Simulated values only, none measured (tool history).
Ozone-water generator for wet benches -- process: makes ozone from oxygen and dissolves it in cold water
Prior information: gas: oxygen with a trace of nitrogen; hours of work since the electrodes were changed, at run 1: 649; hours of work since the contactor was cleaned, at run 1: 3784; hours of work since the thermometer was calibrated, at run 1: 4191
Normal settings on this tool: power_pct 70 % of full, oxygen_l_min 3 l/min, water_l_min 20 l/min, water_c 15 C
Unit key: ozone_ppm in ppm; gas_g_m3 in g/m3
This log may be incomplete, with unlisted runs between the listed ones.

run	hour	power_pct	oxygen_l_min	water_l_min	water_c	hours of work since the electrodes were changed	hours of work since the contactor was cleaned	hours of work since the thermometer was calibrated	ozone_ppm	gas_g_m3
1	0	70	3	20	15	649	3784	4191	21.8	257.3
2	19.6	70	3	20	15	665	3801	4208	21.8	256.9
3	36.4	70	3	20	15	680	3815	4223	21.9	256.1
4	56.9	70	3	20	15	697	3833	4240	21.7	254.3
5	84.5	70	3	20	15	721	3857	4264	21.7	255.6
6	111.3	46	3	20	15	744	3879	4287	15.3	177.2
7	139.5	46	3	22	15	768	3904	4311	13.5	175.1
8	171.8	46	3	22	15	796	3931	4339	13.6	177.6
9	198	46	3	22	15	818	3954	4361	13.6	175.2
10	213.2	70	3	20	15	831	3967	4374	21.5	253.8
# hour 219: contactor cleaned
11	243.5	70	3	20	15	854	21	4397	21.6	255.3
12	269.4	70	3	20	15	876	43	4419	21.6	253

Run 13 has not been measured yet. What should we expect?
13	292.3	70	3	20	15	895	63	4438	?	?

ozone_ppm: 21.4 ppm
gas_g_m3: 254.9 g/m3
If the tool had no hidden condition, the same run with the same run-to-run variation would have returned ozone_ppm 22.9 ppm, gas_g_m3 260.2 g/m3.
